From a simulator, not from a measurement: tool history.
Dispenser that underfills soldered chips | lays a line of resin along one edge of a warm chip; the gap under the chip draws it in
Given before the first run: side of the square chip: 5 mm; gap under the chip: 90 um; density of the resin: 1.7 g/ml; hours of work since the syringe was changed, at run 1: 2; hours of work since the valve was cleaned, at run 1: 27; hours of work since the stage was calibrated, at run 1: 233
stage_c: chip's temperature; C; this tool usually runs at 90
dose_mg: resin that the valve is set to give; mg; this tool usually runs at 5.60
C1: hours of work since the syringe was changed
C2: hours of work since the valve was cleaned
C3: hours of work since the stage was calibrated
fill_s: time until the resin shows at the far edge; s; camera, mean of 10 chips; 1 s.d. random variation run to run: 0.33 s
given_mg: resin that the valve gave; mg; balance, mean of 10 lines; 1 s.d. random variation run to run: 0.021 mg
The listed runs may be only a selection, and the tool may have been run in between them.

Run 1, hour 0.0: usual settings; C1 2; C2 27; C3 233. Result: fill_s 12.5 s, given_mg 5.56 mg.
Run 2, hour 5.6: usual settings; C1 6; C2 31; C3 237. Result: fill_s 15.4 s, given_mg 5.51 mg.
At hour 8.6: new syringe of resin.
Run 3, hour 14.1: usual settings but dose_mg 6.84 mg; C1 4; C2 38; C3 244. Result: fill_s 14.4 s, given_mg 6.72 mg.
At hour 19.6: new syringe of resin.
Run 4, hour 26.1: usual settings but dose_mg 6.84 mg; C1 5; C2 47; C3 253. Result: fill_s 14.2 s, given_mg 6.71 mg.
At hour 30.5: new syringe of resin.
Run 5, hour 33.0: usual settings; C1 2; C2 52; C3 258. Result: fill_s 13.8 s, given_mg 5.45 mg.
At hour 36.4: dispensing valve cleaned and set on the balance.
Run 6, hour 40.3: usual settings; C1 7; C2 3; C3 263. Result: fill_s 15.7 s, given_mg 5.61 mg.
At hour 42.6: new syringe of resin.
Run 7, hour 51.5: usual settings; C1 7; C2 12; C3 272. Result: fill_s 16.1 s, given_mg 5.59 mg.
At hour 53.9: new syringe of resin.
Run 8, hour 61.5: usual settings but stage_c 82 C; C1 6; C2 19; C3 279. Result: fill_s 19.4 s, given_mg 5.56 mg.
At hour 65.3: new syringe of resin.
Run 9, hour 70.0: usual settings but stage_c 82 C; C1 4; C2 26; C3 286. Result: fill_s 17.7 s, given_mg 5.55 mg.
At hour 76.4: new syringe of resin.
Run 10, hour 81.4: usual settings but stage_c 82 C, dose_mg 5.63 mg; C1 4; C2 35; C3 294. Result: fill_s 18.4 s, given_mg 5.52 mg.
At hour 87.9: new syringe of resin.
Run 11, hour 91.7: usual settings but stage_c 82 C, dose_mg 5.63 mg; C1 3; C2 43; C3 302. Result: fill_s 18.1 s, given_mg 5.58 mg.
At hour 98.9: new syringe of resin.
Run 12, hour 98.9: usual settings; C1 0; C2 48; C3 308. Result: fill_s 12.0 s, given_mg 5.47 mg.
At hour 107.3: dispensing valve cleaned and set on the balance.
Run 13, hour 108.7: usual settings but stage_c 78 C; C1 7; C2 1; C3 315. Result: fill_s 22.0 s, given_mg 5.57 mg.
At hour 110.9: new syringe of resin.
Run 14, hour 114.8: usual settings but stage_c 95 C; C1 3; C2 6; C3 319. Result: fill_s 11.7 s, given_mg 5.55 mg.
At hour 122.1: new syringe of resin.
Run 15, hour 122.2: usual settings but stage_c 95 C, dose_mg 5.43 mg; C1 0; C2 11; C3 325. Result: fill_s 10.3 s, given_mg 5.36 mg.
Run 16, hour 129.3: usual settings; C1 6; C2 17; C3 331. Result: fill_s 15.5 s, given_mg 5.56 mg.
At hour 133.3: new syringe of resin.
Run 17, hour 136.2: usual settings; C1 2; C2 22; C3 336. Result: fill_s 13.0 s, given_mg 5.52 mg.
Run 18, hour 142.5: usual settings but stage_c 77 C, dose_mg 6.36 mg; C1 7; C2 27; C3 341. Result: fill_s 23.5 s, given_mg 6.26 mg.
At hour 144.3: new syringe of resin.
Run 19, hour 151.6: usual settings but stage_c 92 C, dose_mg 6.03 mg; C1 6; C2 34; C3 348. Result: fill_s 14.3 s, given_mg 5.90 mg.
At hour 155.1: new syringe of resin.
Run 20, hour 159.0: usual settings but stage_c 88 C, dose_mg 7.19 mg; C1 3; C2 40; C3 353. Result: fill_s 14.3 s, given_mg 7.06 mg.
Run 21, hour 164.7: usual settings but stage_c 88 C, dose_mg 7.19 mg; C1 8; C2 44; C3 358. Result: fill_s 17.0 s, given_mg 7.00 mg.
At hour 166.7: new syringe of resin.
Run 22, hour 171.1: usual settings but stage_c 97 C, dose_mg 6.17 mg; C1 4; C2 49; C3 363. Result: fill_s 10.7 s, given_mg 6.01 mg.
At hour 177.8: new syringe of resin.
At hour 178.8: dispensing valve cleaned and set on the balance.
Run 23, hour 183.0: usual settings but stage_c 97 C, dose_mg 6.17 mg; C1 3; C2 3; C3 371. Result: fill_s 11.1 s, given_mg 6.18 mg.
Run 24, hour 187.8: usual settings but stage_c 87 C, dose_mg 5.70 mg; C1 7; C2 7; C3 375. Result: fill_s 17.2 s, given_mg 5.70 mg.
At hour 189.8: new syringe of resin.
Run 25, hour 194.2: usual settings but stage_c 87 C, dose_mg 5.70 mg; C1 3; C2 12; C3 380. Result: fill_s 14.5 s, given_mg 5.67 mg.
Run 26, hour 199.0: usual settings but stage_c 92 C, dose_mg 5.65 mg; C1 7; C2 16; C3 383. Result: fill_s 14.9 s, given_mg 5.60 mg.
At hour 201.3: new syringe of resin.
Run 27, hour 209.3: usual settings but stage_c 100 C, dose_mg 5.11 mg; C1 6; C2 24; C3 391. Result: fill_s 10.8 s, given_mg 5.10 mg.
At hour 212.2: new syringe of resin.
Run 28, hour 220.9: usual settings but stage_c 84 C, dose_mg 7.18 mg; C1 7; C2 33; C3 400. Result: fill_s 18.3 s, given_mg 7.07 mg.
At hour 223.6: new syringe of resin.
Run 29, hour 231.8: usual settings but stage_c 84 C, dose_mg 7.18 mg; C1 7; C2 41; C3 409. Result: fill_s 17.8 s, given_mg 7.06 mg.
At hour 234.7: new syringe of resin.
Run 30, hour 241.4: usual settings but stage_c 84 C, dose_mg 7.18 mg; C1 5; C2 48; C3 416. Result: fill_s 17.7 s, given_mg 7.02 mg.
At hour 245.8: new syringe of resin.
At hour 249.8: dispensing valve cleaned and set on the balance.
Run 31, hour 251.1: usual settings but stage_c 77 C, dose_mg 5.20 mg; C1 3; C2 1; C3 423. Result: fill_s 21.0 s, given_mg 5.23 mg.
At hour 257.8: new syringe of resin.
Run 32, hour 261.5: usual settings but stage_c 99 C, dose_mg 5.09 mg; C1 3; C2 9; C3 431. Result: fill_s 9.5 s, given_mg 5.08 mg.
At hour 269.1: new syringe of resin.
Run 33, hour 273.4: usual settings but dose_mg 6.79 mg; C1 3; C2 18; C3 440. Result: fill_s 13.3 s, given_mg 6.74 mg.
At hour 280.0: new syringe of resin.
Run 34, hour 282.6: usual settings but dose_mg 7.11 mg; C1 2; C2 25; C3 447. Result: fill_s 12.6 s, given_mg 7.04 mg.

Same runs, no hidden state in the tool, same run-to-run variation:
What the log doesn't record here: resin's viscosity, % of fresh resin's; dose that the valve gives, % of what is set; true chip temperature over the reading, C; drift of the gauge itself on fill_s, %; drift of the gauge itself on given_mg, %.
run  fill_s  given_mg
  1    12.0      5.62
  2    12.5      5.59
  3    12.4      6.84
  4    12.2      6.85
  5    13.3      5.59
  6    12.6      5.60
  7    12.9      5.60
  8    16.1      5.59
  9    15.8      5.59
 10    16.7      5.59
 11    16.7      5.67
 12    12.7      5.57
 13    18.0      5.60
 14    10.8      5.59
 15    10.7      5.41
 16    13.3      5.62
 17    12.5      5.60
 18    18.9      6.37
 19    12.0      6.02
 20    13.3      7.22
 21    13.3      7.18
 22     9.9      6.17
 23    10.5      6.17
 24    14.1      5.70
 25    13.5      5.69
 26    12.1      5.63
 27     9.0      5.14
 28    14.9      7.16
 29    14.8      7.18
 30    15.5      7.17
 31    19.7      5.21
 32     9.1      5.08
 33    12.5      6.78
 34    12.3      7.10

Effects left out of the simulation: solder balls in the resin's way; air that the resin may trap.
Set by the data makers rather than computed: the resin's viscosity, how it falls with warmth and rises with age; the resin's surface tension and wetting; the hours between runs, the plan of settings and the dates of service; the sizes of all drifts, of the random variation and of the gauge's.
